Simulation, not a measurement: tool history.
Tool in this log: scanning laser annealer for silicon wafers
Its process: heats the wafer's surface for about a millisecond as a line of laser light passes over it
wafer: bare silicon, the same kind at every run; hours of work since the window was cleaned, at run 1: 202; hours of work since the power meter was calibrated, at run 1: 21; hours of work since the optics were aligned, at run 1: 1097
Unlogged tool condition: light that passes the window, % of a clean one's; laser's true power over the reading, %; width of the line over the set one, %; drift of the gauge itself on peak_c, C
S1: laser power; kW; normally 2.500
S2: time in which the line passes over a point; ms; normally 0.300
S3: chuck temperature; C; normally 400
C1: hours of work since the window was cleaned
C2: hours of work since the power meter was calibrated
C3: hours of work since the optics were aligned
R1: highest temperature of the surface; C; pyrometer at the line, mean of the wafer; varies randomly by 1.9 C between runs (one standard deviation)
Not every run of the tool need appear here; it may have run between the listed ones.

run 1 day=0.000 | S1=2.500 S2=0.300 S3=400 | C1=202 C2=21 C3=1097 | R1=1110
run 2 day=1.112 | S1=2.500 S2=0.300 S3=400 | C1=213 C2=32 C3=1108 | R1=1106
run 3 day=2.733 | S1=2.135 S2=0.300 S3=400 | C1=229 C2=48 C3=1124 | R1=999
run 4 day=4.292 | S1=2.135 S2=0.300 S3=400 | C1=244 C2=63 C3=1139 | R1=993
run 5 day=5.633 | S1=2.500 S2=0.300 S3=400 | C1=257 C2=76 C3=1152 | R1=1100
run 6 day=6.488 | S1=2.500 S2=0.300 S3=361 | C1=266 C2=84 C3=1160 | R1=1062
run 7 day=8.071 | S1=2.500 S2=0.300 S3=361 | C1=281 C2=100 C3=1176 | R1=1061
run 8 day=9.767 | S1=2.500 S2=0.300 S3=361 | C1=298 C2=116 C3=1192 | R1=1061
-- day=9.979 window over the wafer cleaned
run 9 day=11.179 | S1=2.254 S2=0.300 S3=400 | C1=12 C2=129 C3=1205 | R1=1009
run 10 day=12.212 | S1=2.500 S2=0.300 S3=400 | C1=22 C2=139 C3=1215 | R1=1082
run 11 day=12.975 | S1=2.500 S2=0.300 S3=400 | C1=29 C2=147 C3=1223 | R1=1076
run 12 day=13.767 | S1=2.653 S2=0.300 S3=400 | C1=37 C2=154 C3=1230 | R1=1123
run 13 day=15.458 | S1=2.350 S2=0.300 S3=400 | C1=53 C2=171 C3=1247 | R1=1032
run 14 day=16.971 | S1=2.350 S2=0.300 S3=411 | C1=68 C2=186 C3=1262 | R1=1041
run 15 day=17.758 | S1=2.350 S2=0.317 S3=414 | C1=76 C2=193 C3=1269 | R1=1064
-- day=18.275 window over the wafer cleaned, once more
run 16 day=18.662 | S1=2.681 S2=0.323 S3=413 | C1=4 C2=201 C3=1277 | R1=1230
run 17 day=19.829 | S1=2.681 S2=0.323 S3=413 | C1=15 C2=213 C3=1289 | R1=1231
run 18 day=20.933 | S1=2.383 S2=0.307 S3=373 | C1=26 C2=223 C3=1300 | R1=1074
run 19 day=22.304 | S1=2.383 S2=0.226 S3=403 | C1=39 C2=237 C3=1313 | R1=1006
run 20 day=23.908 | S1=2.383 S2=0.226 S3=403 | C1=55 C2=252 C3=1329 | R1=999
run 21 day=25.012 | S1=2.704 S2=0.214 S3=403 | C1=66 C2=263 C3=1339 | R1=1075
run 22 day=26.458 | S1=2.704 S2=0.294 S3=439 | C1=80 C2=277 C3=1353 | R1=1220
run 23 day=28.092 | S1=2.460 S2=0.342 S3=399 | C1=96 C2=293 C3=1369 | R1=1152
run 24 day=28.971 | S1=2.294 S2=0.349 S3=438 | C1=104 C2=302 C3=1378 | R1=1140

Branching from run 24: 3 alternative next runs. What would each branch give?
run A day=30.108 | S1=2.481 S2=0.315 S3=377 | C1=115 C2=313 C3=1389 | R1=?
run B day=30.108 | S1=2.230 S2=0.300 S3=400 | C1=115 C2=313 C3=1389 | R1=?
run C day=30.108 | S1=2.750 S2=0.349 S3=412 | C1=115 C2=313 C3=1389 | R1=?

run=A R1=1104
run=B R1=1031
run=C R1=1270
Without the tool's unlogged condition, the same runs would have read:
run=A R1=1131
run=B R1=1055
run=C R1=1302

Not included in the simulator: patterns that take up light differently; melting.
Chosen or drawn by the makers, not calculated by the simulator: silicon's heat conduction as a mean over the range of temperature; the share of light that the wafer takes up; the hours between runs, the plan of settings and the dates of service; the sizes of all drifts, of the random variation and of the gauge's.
